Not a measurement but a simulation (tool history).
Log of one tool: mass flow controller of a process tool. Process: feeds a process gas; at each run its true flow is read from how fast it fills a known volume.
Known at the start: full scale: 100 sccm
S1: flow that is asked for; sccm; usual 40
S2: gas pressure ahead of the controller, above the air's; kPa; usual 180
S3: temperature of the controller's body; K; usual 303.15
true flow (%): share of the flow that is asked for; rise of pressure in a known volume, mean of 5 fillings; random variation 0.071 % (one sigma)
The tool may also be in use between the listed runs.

run 1 day=0.000 | S1=40 S2=180 S3=303.15 | true_flow_(%)=99.64
run 2 day=13.121 | S1=40 S2=180 S3=303.15 | true_flow_(%)=99.36
run 3 day=27.254 | S1=40 S2=180 S3=301.15 | true_flow_(%)=99.25
run 4 day=34.312 | S1=40 S2=180 S3=301.15 | true_flow_(%)=99.17
run 5 day=48.442 | S1=40 S2=180 S3=301.15 | true_flow_(%)=98.94
run 6 day=55.196 | S1=40 S2=165 S3=303.15 | true_flow_(%)=99.27
run 7 day=68.762 | S1=40 S2=180 S3=303.15 | true_flow_(%)=99.01
run 8 day=83.925 | S1=40 S2=180 S3=303.15 | true_flow_(%)=98.90
run 9 day=95.192 | S1=40 S2=180 S3=303.15 | true_flow_(%)=98.76
run 10 day=109.433 | S1=40 S2=180 S3=303.15 | true_flow_(%)=98.75
run 11 day=117.921 | S1=40 S2=180 S3=293.15 | true_flow_(%)=97.94
run 12 day=125.938 | S1=40 S2=180 S3=293.15 | true_flow_(%)=97.90
run 13 day=134.258 | S1=40 S2=180 S3=293.15 | true_flow_(%)=97.74
run 14 day=142.200 | S1=40 S2=180 S3=293.15 | true_flow_(%)=97.81
run 15 day=154.558 | S1=12 S2=180 S3=303.15 | true_flow_(%)=97.90
run 16 day=165.454 | S1=12 S2=180 S3=303.15 | true_flow_(%)=97.84
run 17 day=174.600 | S1=40 S2=180 S3=303.15 | true_flow_(%)=98.11
run 18 day=189.542 | S1=40 S2=180 S3=303.15 | true_flow_(%)=98.03
run 19 day=196.583 | S1=19 S2=180 S3=311.15 | true_flow_(%)=98.25
run 20 day=208.871 | S1=16 S2=180 S3=303.15 | true_flow_(%)=97.57
run 21 day=215.646 | S1=40 S2=180 S3=298.15 | true_flow_(%)=97.59
-- day=225.967 controller's zero set anew
run 22 day=225.967 | S1=40 S2=180 S3=298.15 | true_flow_(%)=97.45
run 23 day=242.146 | S1=99 S2=180 S3=312.15 | true_flow_(%)=99.05
run 24 day=256.271 | S1=99 S2=180 S3=312.15 | true_flow_(%)=98.91
run 25 day=270.696 | S1=99 S2=180 S3=312.15 | true_flow_(%)=98.75
-- day=279.500 gauge calibrated
run 26 day=280.775 | S1=42 S2=180 S3=297.15 | true_flow_(%)=99.22
run 27 day=290.058 | S1=42 S2=180 S3=297.15 | true_flow_(%)=99.19
run 28 day=299.117 | S1=42 S2=180 S3=297.15 | true_flow_(%)=99.14
run 29 day=310.688 | S1=42 S2=180 S3=297.15 | true_flow_(%)=99.03
-- day=318.129 controller exchanged for a calibrated one
run 30 day=324.929 | S1=40 S2=154 S3=303.15 | true_flow_(%)=99.44
run 31 day=337.925 | S1=40 S2=180 S3=297.15 | true_flow_(%)=98.83
run 32 day=348.542 | S1=62 S2=180 S3=296.15 | true_flow_(%)=98.88
run 33 day=355.500 | S1=62 S2=167 S3=312.15 | true_flow_(%)=99.91
run 34 day=366.367 | S1=40 S2=191 S3=309.15 | true_flow_(%)=99.35

3 ways to go on from here, each from the tool as it stands after run 34. What would each give?
run A day=377.204 | S1=19 S2=265 S3=309.15 | true_flow_(%)=?
run B day=377.204 | S1=24 S2=160 S3=297.15 | true_flow_(%)=?
run C day=377.204 | S1=40 S2=156 S3=297.15 | true_flow_(%)=?

run=A true_flow_(%)=98.57
run=B true_flow_(%)=98.22
run=C true_flow_(%)=98.58
Without the tool's hidden state the same runs would have given:
run=A true_flow_(%)=99.35
run=B true_flow_(%)=99.00
run=C true_flow_(%)=99.36
